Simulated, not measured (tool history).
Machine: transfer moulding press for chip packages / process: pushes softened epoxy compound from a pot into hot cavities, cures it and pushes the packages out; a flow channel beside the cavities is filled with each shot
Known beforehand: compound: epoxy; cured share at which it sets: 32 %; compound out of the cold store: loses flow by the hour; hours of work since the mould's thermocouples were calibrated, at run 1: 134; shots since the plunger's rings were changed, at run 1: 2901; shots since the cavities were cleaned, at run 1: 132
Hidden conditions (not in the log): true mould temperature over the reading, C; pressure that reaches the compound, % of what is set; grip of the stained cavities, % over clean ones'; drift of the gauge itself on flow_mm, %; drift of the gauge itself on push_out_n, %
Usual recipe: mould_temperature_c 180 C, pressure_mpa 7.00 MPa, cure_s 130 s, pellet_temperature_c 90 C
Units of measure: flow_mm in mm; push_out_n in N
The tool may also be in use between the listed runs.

run	hour	mould_temperature_c	pressure_mpa	cure_s	pellet_temperature_c	hours of work since the mould's thermocouples were calibrated	shots since the plunger's rings were changed	shots since the cavities were cleaned	incoming compound's hours out of the cold store	flow_mm	push_out_n
1	0.0	180	7.00	130	90	134	2901	132	47.3	852	426
2	6.5	180	5.49	130	90	137	2957	188	23.1	800	453
3	12.7	180	5.49	130	90	141	3010	241	33.9	792	465
4	18.8	180	5.49	130	90	144	3063	294	28.1	806	484
5	28.8	180	5.49	130	90	150	3148	379	38.3	780	503
6	37.9	180	7.00	130	90	155	3227	458	40.5	862	506
7	44.6	180	7.00	130	90	159	3284	515	14.3	936	534
8	49.5	180	7.00	143	90	161	3326	557	8.6	953	505
9	56.4	180	7.00	143	90	165	3386	617	46.1	851	507
10	66.4	180	7.00	143	90	171	3472	703	19.2	911	506
# hour 68.5: cavities cleaned with cleaning compound and waxed
11	72.6	180	7.00	143	90	173	3512	35	43.1	850	381
12	78.6	180	7.00	143	90	177	3564	87	32.4	876	381
13	87.0	180	7.00	143	90	181	3636	159	33.4	878	417
14	96.0	180	7.00	130	90	186	3713	236	40.2	868	471
15	104.3	178	7.00	135	86	191	3785	308	42.8	852	485
16	112.6	185	7.00	161	89	196	3856	379	40.1	856	439
17	119.0	185	7.00	161	89	199	3911	434	35.3	848	415
18	125.8	174	5.36	130	98	203	3969	492	21.8	798	676
19	134.6	184	5.34	130	88	208	4045	568	37.3	737	481

What will run 20 give?
20	141.4	173	6.09	148	97	212	4104	627	17.9	?	?

{"run 20": {"flow_mm": 874, "push_out_n": 638}}
With the hidden condition absent and the run-to-run variation left alone, this run would have shown flow_mm 961 mm, push_out_n 480 N.

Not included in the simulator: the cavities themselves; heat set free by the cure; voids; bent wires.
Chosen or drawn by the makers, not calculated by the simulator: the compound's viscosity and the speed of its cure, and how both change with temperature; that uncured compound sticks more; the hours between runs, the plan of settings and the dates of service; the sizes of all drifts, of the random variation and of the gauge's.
